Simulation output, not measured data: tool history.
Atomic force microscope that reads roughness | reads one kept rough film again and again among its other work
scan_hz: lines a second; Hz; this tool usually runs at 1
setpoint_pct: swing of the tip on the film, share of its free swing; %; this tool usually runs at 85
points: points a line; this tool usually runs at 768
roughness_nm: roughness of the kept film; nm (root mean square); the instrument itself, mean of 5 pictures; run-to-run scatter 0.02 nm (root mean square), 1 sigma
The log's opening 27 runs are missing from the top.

{"run": 28, "day": 48.308, "scan_hz": 1, "setpoint_pct": 64, "points": 950, "roughness_nm": 4.64}
{"day": 48.508, "done": "new tip fitted"}
{"run": 29, "day": 50.55, "scan_hz": 1, "setpoint_pct": 64, "points": 950, "roughness_nm": 4.727}
{"day": 51.262, "done": "new tip fitted"}
{"run": 30, "day": 52.783, "scan_hz": 0.5, "setpoint_pct": 58, "points": 950, "roughness_nm": 4.876}
{"day": 53.992, "done": "new tip fitted"}
{"run": 31, "day": 54.538, "scan_hz": 1.8, "setpoint_pct": 74, "points": 564, "roughness_nm": 4.826}
{"run": 32, "day": 56.554, "scan_hz": 1.8, "setpoint_pct": 74, "points": 564, "roughness_nm": 4.435}
{"day": 56.746, "done": "new tip fitted"}
{"run": 33, "day": 58.567, "scan_hz": 2.45, "setpoint_pct": 72, "points": 389, "roughness_nm": 4.564}
{"day": 59.458, "done": "new tip fitted"}
{"run": 34, "day": 60.208, "scan_hz": 2.45, "setpoint_pct": 72, "points": 389, "roughness_nm": 4.715}
{"run": 35, "day": 61.367, "scan_hz": 1.08, "setpoint_pct": 66, "points": 768, "roughness_nm": 4.712}
{"day": 62.229, "done": "new tip fitted"}
{"run": 36, "day": 63.788, "scan_hz": 0.82, "setpoint_pct": 85, "points": 432, "roughness_nm": 4.678}

What will run 37 give?
{"day": 64.996, "done": "new tip fitted"}
{"run": 37, "day": 65.729, "scan_hz": 0.82, "setpoint_pct": 85, "points": 432, "roughness_nm": "?"}

roughness_nm: 4.855 nm (root mean square)
Were there no unlogged condition in the tool, this run, its random variation unchanged, would have produced roughness_nm 4.956 nm (root mean square).

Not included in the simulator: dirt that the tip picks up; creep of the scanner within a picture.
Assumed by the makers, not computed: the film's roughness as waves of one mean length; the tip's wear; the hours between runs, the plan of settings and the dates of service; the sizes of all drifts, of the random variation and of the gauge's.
